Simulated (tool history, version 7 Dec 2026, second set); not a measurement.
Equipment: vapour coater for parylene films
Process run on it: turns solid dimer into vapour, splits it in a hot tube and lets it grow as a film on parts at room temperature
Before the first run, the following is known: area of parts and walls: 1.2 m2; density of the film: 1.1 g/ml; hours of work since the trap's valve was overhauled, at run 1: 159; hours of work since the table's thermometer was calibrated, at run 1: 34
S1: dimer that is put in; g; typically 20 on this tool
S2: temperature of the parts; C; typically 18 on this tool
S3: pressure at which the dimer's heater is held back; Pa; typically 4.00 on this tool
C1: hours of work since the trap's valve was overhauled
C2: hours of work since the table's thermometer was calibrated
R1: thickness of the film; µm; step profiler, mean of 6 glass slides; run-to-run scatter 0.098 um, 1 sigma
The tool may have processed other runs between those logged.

{"run": 1, "hour": 0.0, "S1": 20, "S2": 18, "S3": 4.0, "C1": 159, "C2": 34, "R1": 11.12}
{"run": 2, "hour": 29.8, "S1": 20, "S2": 18, "S3": 4.0, "C1": 178, "C2": 54, "R1": 11.07}
{"run": 3, "hour": 54.7, "S1": 20, "S2": 21, "S3": 4.0, "C1": 195, "C2": 70, "R1": 10.11}
{"run": 4, "hour": 77.3, "S1": 20, "S2": 21, "S3": 4.0, "C1": 209, "C2": 85, "R1": 10.1}
{"run": 5, "hour": 101.0, "S1": 20, "S2": 10, "S3": 4.0, "C1": 225, "C2": 101, "R1": 13.51}
{"run": 6, "hour": 119.9, "S1": 20, "S2": 10, "S3": 4.0, "C1": 237, "C2": 113, "R1": 13.57}
{"run": 7, "hour": 153.1, "S1": 20, "S2": 18, "S3": 4.0, "C1": 259, "C2": 135, "R1": 10.83}
{"run": 8, "hour": 172.2, "S1": 20, "S2": 18, "S3": 4.0, "C1": 272, "C2": 148, "R1": 10.59}
{"run": 9, "hour": 196.4, "S1": 20, "S2": 18, "S3": 4.0, "C1": 288, "C2": 163, "R1": 10.5}
{"run": 10, "hour": 226.4, "S1": 20, "S2": 18, "S3": 4.0, "C1": 307, "C2": 183, "R1": 10.52}
{"run": 11, "hour": 268.5, "S1": 20, "S2": 18, "S3": 4.49, "C1": 335, "C2": 211, "R1": 10.0}
{"run": 12, "hour": 298.9, "S1": 17, "S2": 18, "S3": 4.0, "C1": 355, "C2": 231, "R1": 8.84}
{"run": 13, "hour": 323.7, "S1": 17, "S2": 18, "S3": 11.81, "C1": 371, "C2": 247, "R1": 6.89}
{"hour": 366.6, "done": "trap's valve overhauled"}
{"run": 14, "hour": 371.5, "S1": 34, "S2": 18, "S3": 4.0, "C1": 3, "C2": 276, "R1": 19.93}
{"run": 15, "hour": 417.4, "S1": 34, "S2": 18, "S3": 4.0, "C1": 33, "C2": 306, "R1": 19.55}
{"run": 16, "hour": 444.1, "S1": 34, "S2": 18, "S3": 4.0, "C1": 51, "C2": 324, "R1": 19.33}
{"run": 17, "hour": 469.7, "S1": 34, "S2": 18, "S3": 4.0, "C1": 68, "C2": 340, "R1": 19.5}
{"run": 18, "hour": 496.3, "S1": 34, "S2": 18, "S3": 4.0, "C1": 85, "C2": 358, "R1": 19.28}
{"run": 19, "hour": 536.6, "S1": 34, "S2": 18, "S3": 10.38, "C1": 112, "C2": 384, "R1": 15.52}
{"run": 20, "hour": 560.3, "S1": 34, "S2": 18, "S3": 10.38, "C1": 127, "C2": 400, "R1": 15.51}
{"run": 21, "hour": 605.4, "S1": 34, "S2": 18, "S3": 10.38, "C1": 157, "C2": 430, "R1": 15.22}
{"run": 22, "hour": 631.7, "S1": 34, "S2": 18, "S3": 10.38, "C1": 174, "C2": 447, "R1": 14.92}
{"run": 23, "hour": 654.8, "S1": 34, "S2": 18, "S3": 10.38, "C1": 189, "C2": 462, "R1": 14.74}
{"run": 24, "hour": 678.7, "S1": 34, "S2": 18, "S3": 10.38, "C1": 205, "C2": 478, "R1": 15.01}
{"run": 25, "hour": 715.5, "S1": 11, "S2": 18, "S3": 10.38, "C1": 229, "C2": 502, "R1": 4.75}
{"run": 26, "hour": 742.6, "S1": 11, "S2": 10, "S3": 7.28, "C1": 247, "C2": 520, "R1": 6.43}
{"run": 27, "hour": 782.1, "S1": 20, "S2": 26, "S3": 2.89, "C1": 273, "C2": 546, "R1": 8.85}
{"run": 28, "hour": 812.4, "S1": 29, "S2": 18, "S3": 10.73, "C1": 293, "C2": 566, "R1": 12.04}
{"run": 29, "hour": 834.5, "S1": 29, "S2": 17, "S3": 10.73, "C1": 308, "C2": 580, "R1": 12.44}
{"run": 30, "hour": 856.8, "S1": 33, "S2": 19, "S3": 3.55, "C1": 322, "C2": 595, "R1": 16.66}
{"run": 31, "hour": 882.5, "S1": 33, "S2": 13, "S3": 5.72, "C1": 339, "C2": 612, "R1": 17.62}
{"run": 32, "hour": 917.5, "S1": 31, "S2": 10, "S3": 4.0, "C1": 362, "C2": 635, "R1": 19.24}
{"run": 33, "hour": 950.1, "S1": 34, "S2": 18, "S3": 4.0, "C1": 384, "C2": 656, "R1": 16.68}
{"hour": 975.0, "done": "trap's valve overhauled"}
{"run": 34, "hour": 975.0, "S1": 35, "S2": 18, "S3": 6.65, "C1": 0, "C2": 670, "R1": 18.01}
{"run": 35, "hour": 1013.4, "S1": 31, "S2": 16, "S3": 3.07, "C1": 25, "C2": 695, "R1": 19.84}
{"run": 36, "hour": 1039.6, "S1": 16, "S2": 18, "S3": 3.2, "C1": 42, "C2": 712, "R1": 9.45}
{"run": 37, "hour": 1076.8, "S1": 13, "S2": 23, "S3": 4.0, "C1": 67, "C2": 737, "R1": 6.39}
{"run": 38, "hour": 1120.9, "S1": 11, "S2": 29, "S3": 6.4, "C1": 96, "C2": 766, "R1": 3.95}
{"run": 39, "hour": 1147.4, "S1": 11, "S2": 29, "S3": 6.4, "C1": 113, "C2": 783, "R1": 3.98}
{"run": 40, "hour": 1180.8, "S1": 13, "S2": 18, "S3": 3.97, "C1": 135, "C2": 805, "R1": 7.05}
{"run": 41, "hour": 1205.7, "S1": 17, "S2": 20, "S3": 6.91, "C1": 152, "C2": 822, "R1": 7.71}
{"run": 42, "hour": 1233.0, "S1": 17, "S2": 20, "S3": 6.91, "C1": 170, "C2": 839, "R1": 7.72}
{"run": 43, "hour": 1276.4, "S1": 17, "S2": 20, "S3": 6.91, "C1": 198, "C2": 868, "R1": 7.58}
{"run": 44, "hour": 1310.9, "S1": 20, "S2": 23, "S3": 4.0, "C1": 221, "C2": 891, "R1": 9.14}
{"run": 45, "hour": 1350.7, "S1": 20, "S2": 23, "S3": 4.0, "C1": 247, "C2": 917, "R1": 8.98}

Below are 3 alternative next runs, each starting from the tool's condition after run 45. Predict each:
{"hour": 1357.1, "done": "table's thermometer calibrated"}
{"run": "A", "hour": 1371.5, "S1": 20, "S2": 20, "S3": 4.0, "C1": 260, "C2": 9, "R1": "?"}
{"hour": 1357.1, "done": "table's thermometer calibrated"}
{"run": "B", "hour": 1371.5, "S1": 11, "S2": 24, "S3": 4.07, "C1": 260, "C2": 9, "R1": "?"}
{"hour": 1357.1, "done": "table's thermometer calibrated"}
{"run": "C", "hour": 1371.5, "S1": 16, "S2": 28, "S3": 4.0, "C1": 260, "C2": 9, "R1": "?"}

run=A R1=10.13
run=B R1=4.96
run=C R1=6.48
Without the tool's hidden state the same runs would have given:
run=A R1=11.19
run=B R1=5.48
run=C R1=7.16
